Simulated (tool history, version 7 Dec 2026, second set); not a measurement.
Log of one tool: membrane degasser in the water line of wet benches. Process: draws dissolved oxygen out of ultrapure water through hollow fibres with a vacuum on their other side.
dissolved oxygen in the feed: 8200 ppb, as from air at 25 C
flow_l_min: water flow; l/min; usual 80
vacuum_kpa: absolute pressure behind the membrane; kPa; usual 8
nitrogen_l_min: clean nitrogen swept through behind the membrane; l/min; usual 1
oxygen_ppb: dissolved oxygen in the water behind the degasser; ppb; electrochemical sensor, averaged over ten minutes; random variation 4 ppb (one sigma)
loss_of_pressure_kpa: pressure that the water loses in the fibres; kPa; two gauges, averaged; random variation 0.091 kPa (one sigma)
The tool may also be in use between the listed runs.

Run 1, hour 0: usual settings. Result: oxygen_ppb 656.3 ppb, loss_of_pressure_kpa 25.95 kPa.
Run 2, hour 37: usual settings but nitrogen_l_min 0.77 l/min. Result: oxygen_ppb 758.1 ppb, loss_of_pressure_kpa 26.02 kPa.
Run 3, hour 115.1: usual settings but nitrogen_l_min 0.61 l/min. Result: oxygen_ppb 860.9 ppb, loss_of_pressure_kpa 26.1 kPa.
Run 4, hour 181.2: usual settings but nitrogen_l_min 0.61 l/min. Result: oxygen_ppb 879 ppb, loss_of_pressure_kpa 26.1 kPa.
Run 5, hour 239.7: usual settings but vacuum_kpa 13.34 kPa. Result: oxygen_ppb 1275.1 ppb, loss_of_pressure_kpa 26.06 kPa.
Run 6, hour 292.8: usual settings. Result: oxygen_ppb 668.7 ppb, loss_of_pressure_kpa 26.22 kPa.
Run 7, hour 361.1: usual settings. Result: oxygen_ppb 662.9 ppb, loss_of_pressure_kpa 26.09 kPa.
At hour 367.5: vacuum gauge calibrated.
Run 8, hour 401.8: usual settings. Result: oxygen_ppb 670.1 ppb, loss_of_pressure_kpa 26.09 kPa.
Run 9, hour 437.7: usual settings but nitrogen_l_min 2.17 l/min. Result: oxygen_ppb 399.3 ppb, loss_of_pressure_kpa 26.01 kPa.
Run 10, hour 499.2: usual settings but flow_l_min 56 l/min, vacuum_kpa 4.85 kPa. Result: oxygen_ppb 211.1 ppb, loss_of_pressure_kpa 18.18 kPa.
At hour 567.7: vacuum gauge calibrated, once more.
Run 11, hour 570.1: usual settings but flow_l_min 76 l/min, vacuum_kpa 4.85 kPa. Result: oxygen_ppb 249.4 ppb, loss_of_pressure_kpa 24.9 kPa.
Run 12, hour 642.6: usual settings but flow_l_min 67 l/min, vacuum_kpa 10.66 kPa. Result: oxygen_ppb 853.4 ppb, loss_of_pressure_kpa 21.98 kPa.

Forecast each of these 4 alternatives for the next run:
Run A, hour 699.4: usual settings but flow_l_min 88 l/min, vacuum_kpa 8.48 kPa, nitrogen_l_min 2.92 l/min. Result: oxygen_ppb ?, loss_of_pressure_kpa ?.
Run B, hour 699.4: usual settings but flow_l_min 59 l/min, vacuum_kpa 4.98 kPa, nitrogen_l_min 2.33 l/min. Result: oxygen_ppb ?, loss_of_pressure_kpa ?.
Run C, hour 699.4: usual settings but flow_l_min 53 l/min, vacuum_kpa 18.11 kPa, nitrogen_l_min 1.63 l/min. Result: oxygen_ppb ?, loss_of_pressure_kpa ?.
Run D, hour 699.4: usual settings but flow_l_min 67 l/min, vacuum_kpa 5.21 kPa. Result: oxygen_ppb ?, loss_of_pressure_kpa ?.

run  oxygen_ppb  loss_of_pressure_kpa
  A       374.7                 28.74
  B       123.7                 19.19
  C       936.3                 17.46
  D         267                 21.96
Without the tool's hidden state the same runs would have given:
run  oxygen_ppb  loss_of_pressure_kpa
  A       369.2                 28.37
  B       119.7                 18.94
  C       931.9                 17.23
  D       260.9                 21.67
